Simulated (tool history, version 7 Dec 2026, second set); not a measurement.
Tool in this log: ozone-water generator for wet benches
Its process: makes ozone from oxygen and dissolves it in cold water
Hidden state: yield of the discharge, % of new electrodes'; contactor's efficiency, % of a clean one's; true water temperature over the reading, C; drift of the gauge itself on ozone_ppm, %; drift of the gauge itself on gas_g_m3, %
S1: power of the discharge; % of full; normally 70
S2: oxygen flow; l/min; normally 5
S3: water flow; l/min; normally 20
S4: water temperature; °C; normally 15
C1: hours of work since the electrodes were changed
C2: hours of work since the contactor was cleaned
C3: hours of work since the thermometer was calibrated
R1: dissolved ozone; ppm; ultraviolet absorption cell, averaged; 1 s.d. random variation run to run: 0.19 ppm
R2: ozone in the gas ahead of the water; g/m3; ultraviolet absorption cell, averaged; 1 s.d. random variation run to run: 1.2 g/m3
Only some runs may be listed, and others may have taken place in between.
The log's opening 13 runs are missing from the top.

run,day,S1,S2,S3,S4,C1,C2,C3,R1,R2
14,36.904,70,5,20,15,2719,5572,3453,23.3,203.9
15,38.996,68,5,20,15,2757,5610,3490,22.9,199
16,41.55,70,5,20,15,2803,5656,3537,23.2,203.7
17,44.412,70,5,16,15,2855,5708,3588,26.8,200.3
# day 45.704: contactor cleaned
18,48.125,45,5,20,15,2919,44,3653,17.4,142.7
19,50.7,70,5,25,16,2965,90,3699,20.5,201.8
20,53.55,70,5,25,16,3017,142,3751,20.6,200.4
21,56.367,70,5,26,8,3068,193,3802,21.6,201.1
22,58.096,80,2.9,26,8,3099,224,3833,19.1,268.9
23,59.854,70,3.19,20,15,3131,256,3865,21.4,233.3
24,63.138,51,3.51,29,7,3190,315,3924,13.2,175.7
# day 64.371: water thermometer calibrated
25,65.425,75,2.73,22,7,3231,356,19,20.7,257
26,67.808,91,6.07,25,15,3274,399,62,27,231.7
27,70.375,54,5,20,22,3321,446,109,18.1,162.3
28,72.8,54,5,20,22,3365,490,152,18.2,161.9
29,74.633,54,5,20,22,3398,523,186,17.9,162.9
30,76.85,70,5,30,9,3438,563,226,19,199.2
31,79.733,70,5,26,13,3490,615,278,20.3,199.1
32,82.696,66,4.85,20,8,3544,669,331,24.7,192.3
33,86.083,66,5.74,20,12,3605,730,393,25,181.8
34,88.7,66,5.74,15,13,3652,777,440,29.6,180.6

Consider 3 possible next runs. They are alternatives, not a sequence: every one starts from the tool as it was left by run 34. What does each give?
A,91.667,69,5,20,15,3706,831,494,?,?
B,91.667,78,6.92,15,13,3706,831,494,?,?
C,91.667,84,4.1,20,11,3706,831,494,?,?

run,R1,R2
A,23.8,194.3
B,34.9,195.1
C,27.6,242.2
Stripped of hidden state, with their random variation kept, the same runs would have yielded:
run,R1,R2
A,26.2,211.8
B,38.6,214.4
C,30.7,267.9
